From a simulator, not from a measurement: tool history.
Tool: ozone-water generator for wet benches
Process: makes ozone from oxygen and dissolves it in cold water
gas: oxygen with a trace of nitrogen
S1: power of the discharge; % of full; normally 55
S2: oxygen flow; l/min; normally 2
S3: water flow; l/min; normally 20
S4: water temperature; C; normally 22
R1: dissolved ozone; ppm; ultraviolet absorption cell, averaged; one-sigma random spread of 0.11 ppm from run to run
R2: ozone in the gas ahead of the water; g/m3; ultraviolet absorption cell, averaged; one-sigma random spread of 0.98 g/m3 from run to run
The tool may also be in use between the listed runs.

| run | hour | S1 | S2 | S3 | S4 | R1 | R2 |
|---|---|---|---|---|---|---|---|
| 1 | 0 | 55 | 2 | 20 | 22 | 7.3 | 165.5 |
|  | 82.3 | water thermometer calibrated |
| 2 | 87.3 | 55 | 2 | 20 | 22 | 7.2 | 165.6 |
| 3 | 195.7 | 55 | 2 | 20 | 22 | 7.2 | 164.9 |
| 4 | 249.3 | 55 | 2 | 20 | 22 | 7.6 | 167.8 |
| 5 | 315.1 | 55 | 2 | 20 | 22 | 7.6 | 166.5 |
| 6 | 376 | 55 | 2 | 20 | 22 | 7.4 | 166.2 |
| 7 | 469.8 | 55 | 2 | 20 | 22 | 7.1 | 165 |
| 8 | 527.7 | 41 | 2 | 20 | 22 | 5.9 | 132.4 |
| 9 | 573.5 | 55 | 2 | 20 | 16 | 7.8 | 165.6 |
| 10 | 637.8 | 55 | 2 | 20 | 16 | 7.8 | 164.3 |
| 11 | 683.3 | 55 | 2 | 20 | 16 | 7.8 | 166.5 |
| 12 | 754.3 | 55 | 2 | 20 | 16 | 7.9 | 165.4 |
| 13 | 823.4 | 55 | 1.7 | 20 | 16 | 7.1 | 175 |
| 14 | 906.4 | 55 | 2 | 20 | 17 | 7.8 | 164.9 |
| 15 | 985.7 | 55 | 2 | 20 | 17 | 7.7 | 167.2 |
| 16 | 1066.5 | 55 | 2 | 31 | 17 | 4.7 | 163.7 |
| 17 | 1169.8 | 55 | 2 | 31 | 17 | 4.9 | 163.9 |
| 18 | 1223.7 | 55 | 2 | 31 | 17 | 4.7 | 164.5 |
| 19 | 1306.3 | 55 | 1.48 | 31 | 17 | 4.1 | 181.9 |
| 20 | 1406.8 | 55 | 1.48 | 31 | 17 | 4.2 | 182.2 |
| 21 | 1516.2 | 55 | 2.3 | 31 | 17 | 5.2 | 157.7 |
| 22 | 1560.8 | 55 | 2.3 | 15 | 15 | 10.7 | 156.8 |
| 23 | 1639.4 | 55 | 1.81 | 15 | 20 | 9.4 | 169.9 |
| 24 | 1723.8 | 55 | 3.42 | 20 | 15 | 9.7 | 137 |
| 25 | 1833 | 55 | 3.42 | 20 | 15 | 9.5 | 136.8 |
| 26 | 1889.2 | 91 | 3.13 | 14 | 18 | 17.7 | 209.5 |
| 27 | 1952.9 | 59 | 3.13 | 27 | 24 | 6.9 | 148.6 |
| 28 | 2033.3 | 91 | 3.13 | 27 | 26 | 9.3 | 206.8 |
| 29 | 2110.7 | 91 | 3.13 | 27 | 26 | 9.3 | 207.5 |
| 30 | 2208.7 | 40 | 2 | 20 | 22 | 5.8 | 129.2 |
| 31 | 2260.3 | 50 | 2 | 20 | 23 | 6.6 | 153.4 |
| 32 | 2355.6 | 46 | 1.79 | 25 | 14 | 5.1 | 148.3 |
| 33 | 2427.6 | 55 | 1.67 | 29 | 22 | 4.7 | 174.2 |

For each run, the measured value with the value that run would have given without the tool's hidden condition subtracted. The run-to-run variation is shared by both, the gauge scatter possibly not:
What the log doesn't record here: yield of the discharge, % of new electrodes'; contactor's efficiency, % of a clean one's; true water temperature over the reading, C; drift of the gauge itself on ozone_ppm, %; drift of the gauge itself on gas_g_m3, %.
| run | R1 | R2 |
|---|---|---|
| 1 | -0.4 | -2.3 |
| 2 | -0.3 | -2.3 |
| 3 | -0.3 | -2.4 |
| 4 | -0.3 | -2.5 |
| 5 | -0.3 | -2.6 |
| 6 | -0.3 | -2.7 |
| 7 | -0.3 | -2.7 |
| 8 | -0.3 | -1.6 |
| 9 | -0.4 | -2.8 |
| 10 | -0.4 | -2.9 |
| 11 | -0.3 | -2.9 |
| 12 | -0.4 | -2.9 |
| 13 | -0.3 | -3.3 |
| 14 | -0.4 | -3.2 |
| 15 | -0.4 | -3.2 |
| 16 | -0.3 | -3.3 |
| 17 | -0.3 | -3.4 |
| 18 | -0.3 | -3.5 |
| 19 | -0.3 | -3.9 |
| 20 | -0.3 | -4 |
| 21 | -0.3 | -3.6 |
| 22 | -0.5 | -3.6 |
| 23 | -0.5 | -3.9 |
| 24 | -0.6 | -3.3 |
| 25 | -0.6 | -3.4 |
| 26 | -1.2 | -7.6 |
| 27 | -0.4 | -4 |
| 28 | -0.7 | -7.9 |
| 29 | -0.7 | -8.1 |
| 30 | -0.3 | -2.4 |
| 31 | -0.4 | -3.7 |
| 32 | -0.3 | -3.4 |
| 33 | -0.3 | -4.8 |
